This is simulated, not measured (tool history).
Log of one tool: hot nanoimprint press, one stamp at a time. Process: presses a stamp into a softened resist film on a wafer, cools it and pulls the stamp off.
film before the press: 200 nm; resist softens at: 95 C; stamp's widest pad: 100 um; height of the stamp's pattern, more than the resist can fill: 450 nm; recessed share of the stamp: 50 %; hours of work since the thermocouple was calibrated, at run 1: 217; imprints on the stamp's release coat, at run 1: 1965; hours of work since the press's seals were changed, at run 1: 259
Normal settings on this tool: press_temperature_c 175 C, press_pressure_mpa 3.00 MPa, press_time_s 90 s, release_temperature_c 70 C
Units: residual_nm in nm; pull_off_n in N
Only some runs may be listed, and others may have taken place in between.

| run | day | press_temperature_c | press_pressure_mpa | press_time_s | release_temperature_c | hours of work since the thermocouple was calibrated | imprints on the stamp's release coat | hours of work since the press's seals were changed | residual_nm | pull_off_n |
|---|---|---|---|---|---|---|---|---|---|---|
| 1 | 0.000 | 175 | 3.00 | 90 | 70 | 217 | 1965 | 259 | 78.9 | 211 |
| 2 | 0.983 | 175 | 3.00 | 90 | 70 | 228 | 2018 | 269 | 78.6 | 217 |
| 3 | 1.508 | 167 | 3.00 | 90 | 70 | 233 | 2047 | 275 | 106.1 | 215 |
| 4 | 2.217 | 175 | 2.49 | 90 | 70 | 241 | 2085 | 282 | 86.5 | 213 |
|  | 3.100 | stamp cleaned and given a new release coat |
| 5 | 3.300 | 175 | 3.00 | 90 | 69 | 250 | 11 | 291 | 78.3 | 171 |
| 6 | 3.825 | 175 | 3.00 | 56 | 69 | 255 | 39 | 297 | 93.4 | 169 |
| 7 | 4.467 | 175 | 3.00 | 90 | 70 | 262 | 74 | 304 | 78.5 | 177 |
| 8 | 5.038 | 175 | 3.00 | 90 | 70 | 268 | 105 | 310 | 77.7 | 175 |
| 9 | 5.742 | 175 | 3.00 | 90 | 70 | 276 | 143 | 317 | 78.2 | 169 |
| 10 | 6.638 | 175 | 3.00 | 90 | 70 | 285 | 191 | 327 | 78.1 | 181 |
| 11 | 7.300 | 175 | 3.00 | 90 | 70 | 292 | 227 | 334 | 79.2 | 170 |
| 12 | 8.208 | 175 | 3.00 | 90 | 70 | 302 | 276 | 343 | 78.1 | 179 |
| 13 | 9.175 | 175 | 3.00 | 90 | 70 | 312 | 328 | 354 | 78.6 | 181 |
| 14 | 10.054 | 175 | 3.00 | 90 | 70 | 321 | 376 | 363 | 78.1 | 177 |
| 15 | 10.579 | 175 | 3.00 | 90 | 70 | 327 | 404 | 369 | 77.8 | 174 |
| 16 | 11.517 | 175 | 3.00 | 90 | 70 | 337 | 455 | 378 | 78.4 | 186 |

What will run 17 give?
| 17 | 12.379 | 175 | 3.00 | 90 | 70 | 346 | 501 | 388 | ? | ? |

Run 17 came out at residual_nm 78.2 nm, pull_off_n 181 N.
Had the tool carried no hidden state, the very same run would have given residual_nm 80.2 nm, pull_off_n 173 N.

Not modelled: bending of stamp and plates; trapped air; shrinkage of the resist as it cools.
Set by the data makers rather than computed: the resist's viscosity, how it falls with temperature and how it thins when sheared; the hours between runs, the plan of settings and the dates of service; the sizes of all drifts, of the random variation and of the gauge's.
